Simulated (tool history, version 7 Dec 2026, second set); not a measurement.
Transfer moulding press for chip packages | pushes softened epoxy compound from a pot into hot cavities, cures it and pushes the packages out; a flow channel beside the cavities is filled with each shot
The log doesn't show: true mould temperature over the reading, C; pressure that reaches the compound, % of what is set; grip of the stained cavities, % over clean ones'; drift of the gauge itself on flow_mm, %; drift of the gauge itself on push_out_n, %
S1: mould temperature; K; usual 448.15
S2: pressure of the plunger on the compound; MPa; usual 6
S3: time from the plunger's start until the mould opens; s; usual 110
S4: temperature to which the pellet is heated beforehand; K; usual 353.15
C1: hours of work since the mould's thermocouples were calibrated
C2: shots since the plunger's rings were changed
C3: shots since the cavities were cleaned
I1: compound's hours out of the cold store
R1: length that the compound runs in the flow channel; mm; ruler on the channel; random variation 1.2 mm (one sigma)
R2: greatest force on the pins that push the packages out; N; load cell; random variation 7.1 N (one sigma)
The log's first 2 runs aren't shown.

run     day      S1    S2   S3      S4   C1    C2   C3    I1   R1   R2
  3   1.588  448.15     6  133  353.15  348  2645  344  18.4  540  329
  4   2.254  448.15     6  110  353.15  357  2789  488  29.8  503  364
  5       3  448.15     6  110  355.15  367  2951  650  28.6  508  391
  6   3.975  448.15     6  110  355.15  380  3162  861  39.6  474  413
      4.358  -- cavities cleaned with cleaning compound and waxed
  7   4.579  448.15     6  110  355.15  388  3279   48  29.2  504  314
      4.925  -- mould's thermocouples calibrated
  8   5.479  448.15     6  111  353.15    7  3456  225  34.5  487  342
  9   6.471  448.15     6  110  353.15   21  3671  440  16.2  544  384
 10   7.246  448.15     6  110  353.15   31  3838  607   9.2  564  390
 11   7.854  448.15     6  110  344.15   39  3970  739    46  455  396
 12   8.292  448.15     6  110  344.15   45  4065  834  43.9  460  413
       8.65  -- mould's thermocouples calibrated, once more
      8.883  -- cavities cleaned with cleaning compound and waxed
 13   8.946  448.15     6  110  344.15    3  4175   14  19.9  528  308
 14   9.638  448.15     6  110  344.15   12  4325  164   9.5  562  340
 15  10.371  448.15     6  110  344.15   22  4484  323  16.3  537  370
     10.725  -- plunger's sealing rings changed
 16  11.071  448.15     6  110  344.15   30    75  452  41.4  481  377
 17  11.938  445.15     6  110  352.15   42   263  640  25.9  528  409
 18  12.583  445.15     6  110  352.15   51   402  779   8.3  585  465
 19  13.088  445.15     6  110  352.15   57   512  889  26.7  523  418
     13.388  -- cavities cleaned with cleaning compound and waxed
 20      14  455.15  5.55   93  348.15   69   696  133  42.3  449  307
 21  14.567  455.15  5.55  130  352.15   77   818  255  12.2  537  306
 22  15.171  451.15  5.94  110  353.15   85   949  386  21.3  532  342
 23  16.154  452.15  6.11  124  357.15   98  1162  599    24  526  331

Forecast run 24:
 24  16.946  452.15  6.11  124  357.15  109  1334  771  20.2   ?   ?

{"run 24": {"R1": 537, "R2": 366}}
Without the tool's hidden state the same run would have given R1 544 mm, R2 278 N.

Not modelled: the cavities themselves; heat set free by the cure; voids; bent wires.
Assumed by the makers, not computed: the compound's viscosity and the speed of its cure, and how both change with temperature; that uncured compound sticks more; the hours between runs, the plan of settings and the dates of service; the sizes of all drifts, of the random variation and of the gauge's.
